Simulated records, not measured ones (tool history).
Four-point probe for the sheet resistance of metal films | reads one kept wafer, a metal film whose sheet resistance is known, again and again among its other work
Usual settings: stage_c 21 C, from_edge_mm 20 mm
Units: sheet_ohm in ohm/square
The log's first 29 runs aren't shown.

{"run": 30, "hour": 724.8, "stage_c": 33, "from_edge_mm": 48, "sheet_ohm": 0.463476}
{"run": 31, "hour": 752.5, "stage_c": 18, "from_edge_mm": 6, "sheet_ohm": 0.468706}
{"run": 32, "hour": 773.7, "stage_c": 22, "from_edge_mm": 5, "sheet_ohm": 0.469022}
{"run": 33, "hour": 810.2, "stage_c": 22, "from_edge_mm": 5, "sheet_ohm": 0.46905}
{"run": 34, "hour": 844.8, "stage_c": 19, "from_edge_mm": 4, "sheet_ohm": 0.471714}
{"run": 35, "hour": 872.9, "stage_c": 28, "from_edge_mm": 30, "sheet_ohm": 0.464366}
{"run": 36, "hour": 891.9, "stage_c": 24, "from_edge_mm": 13, "sheet_ohm": 0.465153}
{"run": 37, "hour": 929.9, "stage_c": 28, "from_edge_mm": 28, "sheet_ohm": 0.464004}
{"run": 38, "hour": 966.9, "stage_c": 31, "from_edge_mm": 40, "sheet_ohm": 0.463327}
{"run": 39, "hour": 988.6, "stage_c": 21, "from_edge_mm": 31, "sheet_ohm": 0.46514}
{"run": 40, "hour": 1021.7, "stage_c": 21, "from_edge_mm": 31, "sheet_ohm": 0.465128}
{"run": 41, "hour": 1055.0, "stage_c": 20, "from_edge_mm": 4, "sheet_ohm": 0.47145}
{"run": 42, "hour": 1083.6, "stage_c": 25, "from_edge_mm": 55, "sheet_ohm": 0.464227}
{"run": 43, "hour": 1110.0, "stage_c": 20, "from_edge_mm": 38, "sheet_ohm": 0.465037}
{"run": 44, "hour": 1140.3, "stage_c": 23, "from_edge_mm": 7, "sheet_ohm": 0.466636}

5 ways to go on from here, each from the tool as it stands after run 44. What would each give?
{"run": "A", "hour": 1178.3, "stage_c": 20, "from_edge_mm": 21, "sheet_ohm": "?"}
{"run": "B", "hour": 1178.3, "stage_c": 22, "from_edge_mm": 16, "sheet_ohm": "?"}
{"run": "C", "hour": 1178.3, "stage_c": 22, "from_edge_mm": 3, "sheet_ohm": "?"}
{"run": "D", "hour": 1178.3, "stage_c": 21, "from_edge_mm": 14, "sheet_ohm": "?"}
{"run": "E", "hour": 1178.3, "stage_c": 28, "from_edge_mm": 43, "sheet_ohm": "?"}

run=A sheet_ohm=0.465333
run=B sheet_ohm=0.465123
run=C sheet_ohm=0.475634
run=D sheet_ohm=0.465532
run=E sheet_ohm=0.463725
Without the tool's hidden state the same runs would have given:
run=A sheet_ohm=0.469583
run=B sheet_ohm=0.469371
run=C sheet_ohm=0.47997
run=D sheet_ohm=0.469784
run=E sheet_ohm=0.467959

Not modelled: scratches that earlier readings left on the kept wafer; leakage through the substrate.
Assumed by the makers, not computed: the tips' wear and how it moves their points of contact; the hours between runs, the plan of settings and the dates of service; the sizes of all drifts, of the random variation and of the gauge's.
